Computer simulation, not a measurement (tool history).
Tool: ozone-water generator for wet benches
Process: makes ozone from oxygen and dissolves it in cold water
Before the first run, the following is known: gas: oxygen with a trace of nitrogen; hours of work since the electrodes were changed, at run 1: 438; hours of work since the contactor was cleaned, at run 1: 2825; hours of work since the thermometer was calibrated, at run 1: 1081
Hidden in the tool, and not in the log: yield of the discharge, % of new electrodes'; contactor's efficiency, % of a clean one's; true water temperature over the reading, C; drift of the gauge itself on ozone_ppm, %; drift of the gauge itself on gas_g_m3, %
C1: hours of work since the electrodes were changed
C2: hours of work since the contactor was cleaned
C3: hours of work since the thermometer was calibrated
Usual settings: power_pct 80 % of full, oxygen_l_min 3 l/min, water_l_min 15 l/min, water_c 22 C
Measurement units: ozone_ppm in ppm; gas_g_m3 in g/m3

Run 1, hour 0: usual settings; C1 438; C2 2825; C3 1081. Result: ozone_ppm 17.9 ppm, gas_g_m3 200.9 g/m3.
Run 2, hour 204.4: usual settings; C1 623; C2 3009; C3 1265. Result: ozone_ppm 17.4 ppm, gas_g_m3 201.7 g/m3.
Run 3, hour 382.6: usual settings; C1 783; C2 3169; C3 1426. Result: ozone_ppm 17.6 ppm, gas_g_m3 199 g/m3.
Run 4, hour 485.9: usual settings; C1 876; C2 3262; C3 1519. Result: ozone_ppm 17.5 ppm, gas_g_m3 198.7 g/m3.
Run 5, hour 668.1: usual settings; C1 1040; C2 3426; C3 1683. Result: ozone_ppm 17.3 ppm, gas_g_m3 195.6 g/m3.
Run 6, hour 779: usual settings but power_pct 45 % of full; C1 1140; C2 3526; C3 1782. Result: ozone_ppm 12.3 ppm, gas_g_m3 143.5 g/m3.
Run 7, hour 907.2: usual settings but power_pct 45 % of full, water_c 16 C; C1 1255; C2 3641; C3 1898. Result: ozone_ppm 13.5 ppm, gas_g_m3 142.3 g/m3.
Run 8, hour 1035.8: usual settings but water_l_min 24 l/min; C1 1371; C2 3757; C3 2014. Result: ozone_ppm 11.5 ppm, gas_g_m3 196.5 g/m3.
Run 9, hour 1173.2: usual settings; C1 1495; C2 3881; C3 2137. Result: ozone_ppm 16.9 ppm, gas_g_m3 192.9 g/m3.
Run 10, hour 1306.8: usual settings; C1 1615; C2 4001; C3 2257. Result: ozone_ppm 16.6 ppm, gas_g_m3 194.2 g/m3.
Run 11, hour 1510.7: usual settings; C1 1798; C2 4185; C3 2441. Result: ozone_ppm 16.5 ppm, gas_g_m3 192.5 g/m3.
Run 12, hour 1690.2: usual settings; C1 1960; C2 4346; C3 2603. Result: ozone_ppm 16.3 ppm, gas_g_m3 189.4 g/m3.
Run 13, hour 1828.2: usual settings; C1 2084; C2 4471; C3 2727. Result: ozone_ppm 16.4 ppm, gas_g_m3 191.1 g/m3.
Run 14, hour 2026.3: usual settings; C1 2262; C2 4649; C3 2905. Result: ozone_ppm 16.4 ppm, gas_g_m3 190 g/m3.
Run 15, hour 2155.5: usual settings; C1 2379; C2 4765; C3 3022. Result: ozone_ppm 15.9 ppm, gas_g_m3 187.6 g/m3.
Run 16, hour 2287.3: usual settings; C1 2497; C2 4884; C3 3140. Result: ozone_ppm 16.1 ppm, gas_g_m3 187.1 g/m3.
Run 17, hour 2373.4: usual settings but water_c 30 C; C1 2575; C2 4961; C3 3218. Result: ozone_ppm 14.4 ppm, gas_g_m3 186.4 g/m3.
At hour 2570.8: water thermometer calibrated.
Run 18, hour 2570.8: usual settings but oxygen_l_min 1.96 l/min; C1 2752; C2 5138; C3 0. Result: ozone_ppm 15.9 ppm, gas_g_m3 245 g/m3.
At hour 2587.9: contactor cleaned.
Run 19, hour 2762.4: usual settings but oxygen_l_min 3.95 l/min, water_c 16 C; C1 2921; C2 157; C3 169. Result: ozone_ppm 18.2 ppm, gas_g_m3 156.2 g/m3.
Run 20, hour 2923.5: usual settings but power_pct 92 % of full, oxygen_l_min 4 l/min, water_c 29 C; C1 3066; C2 302; C3 314. Result: ozone_ppm 16 ppm, gas_g_m3 166.1 g/m3.
Run 21, hour 3011.3: usual settings but power_pct 55 % of full, water_l_min 13 l/min; C1 3145; C2 381; C3 393. Result: ozone_ppm 15.5 ppm, gas_g_m3 151.1 g/m3.
Run 22, hour 3176.3: usual settings but power_pct 55 % of full, water_l_min 13 l/min; C1 3294; C2 530; C3 541. Result: ozone_ppm 15 ppm, gas_g_m3 152.2 g/m3.
Run 23, hour 3296.4: usual settings but power_pct 54 % of full, water_l_min 16 l/min; C1 3402; C2 638; C3 650. Result: ozone_ppm 13 ppm, gas_g_m3 148.8 g/m3.
Run 24, hour 3441: usual settings but power_pct 54 % of full, water_l_min 16 l/min; C1 3532; C2 768; C3 780. Result: ozone_ppm 13.1 ppm, gas_g_m3 149.7 g/m3.
Run 25, hour 3645.1: usual settings but power_pct 91 % of full, water_l_min 16 l/min; C1 3716; C2 952; C3 964. Result: ozone_ppm 16.9 ppm, gas_g_m3 192.6 g/m3.
Run 26, hour 3814.5: usual settings but power_pct 91 % of full, oxygen_l_min 2.32 l/min, water_l_min 16 l/min, water_c 21 C; C1 3868; C2 1104; C3 1116. Result: ozone_ppm 17.2 ppm, gas_g_m3 227.8 g/m3.
Run 27, hour 3970.8: usual settings but power_pct 91 % of full, oxygen_l_min 2.32 l/min, water_l_min 16 l/min, water_c 21 C; C1 4009; C2 1245; C3 1257. Result: ozone_ppm 16.6 ppm, gas_g_m3 225.3 g/m3.
Run 28, hour 4106.5: usual settings but power_pct 96 % of full, oxygen_l_min 2.02 l/min, water_l_min 16 l/min, water_c 21 C; C1 4131; C2 1367; C3 1379. Result: ozone_ppm 17.5 ppm, gas_g_m3 252.4 g/m3.
Run 29, hour 4193.8: usual settings but power_pct 96 % of full, oxygen_l_min 2.02 l/min, water_l_min 16 l/min, water_c 21 C; C1 4210; C2 1446; C3 1457. Result: ozone_ppm 17.2 ppm, gas_g_m3 252.1 g/m3.
Run 30, hour 4314.5: usual settings but power_pct 96 % of full, oxygen_l_min 2.02 l/min, water_l_min 16 l/min, water_c 21 C; C1 4318; C2 1554; C3 1566. Result: ozone_ppm 16.9 ppm, gas_g_m3 250.5 g/m3.
Run 31, hour 4490.2: usual settings but water_l_min 19 l/min, water_c 27 C; C1 4476; C2 1712; C3 1724. Result: ozone_ppm 12.2 ppm, gas_g_m3 176.9 g/m3.
Run 32, hour 4645.3: usual settings but oxygen_l_min 1.71 l/min, water_l_min 19 l/min, water_c 21 C; C1 4616; C2 1852; C3 1864. Result: ozone_ppm 12.8 ppm, gas_g_m3 253.5 g/m3.

Consider 3 possible next runs. They are alternatives, not a sequence: every one starts from the tool as it was left by run 32. What does each give?
Run A, hour 4806.1: usual settings but oxygen_l_min 4.73 l/min; C1 4761; C2 1997; C3 2009. Result: ozone_ppm ?, gas_g_m3 ?.
Run B, hour 4806.1: usual settings but power_pct 84 % of full, oxygen_l_min 1.71 l/min, water_l_min 9 l/min, water_c 19 C; C1 4761; C2 1997; C3 2009. Result: ozone_ppm ?, gas_g_m3 ?.
Run C, hour 4806.1: usual settings but oxygen_l_min 1.97 l/min, water_l_min 19 l/min, water_c 20 C; C1 4761; C2 1997; C3 2009. Result: ozone_ppm ?, gas_g_m3 ?.

run  ozone_ppm  gas_g_m3
  A         15     130.8
  B       25.6     257.4
  C       13.2     233.3
Had the tool no hidden state, the same runs would have come out as:
run  ozone_ppm  gas_g_m3
  A       18.2     152.5
  B       30.9     301.1
  C       16.1     271.9

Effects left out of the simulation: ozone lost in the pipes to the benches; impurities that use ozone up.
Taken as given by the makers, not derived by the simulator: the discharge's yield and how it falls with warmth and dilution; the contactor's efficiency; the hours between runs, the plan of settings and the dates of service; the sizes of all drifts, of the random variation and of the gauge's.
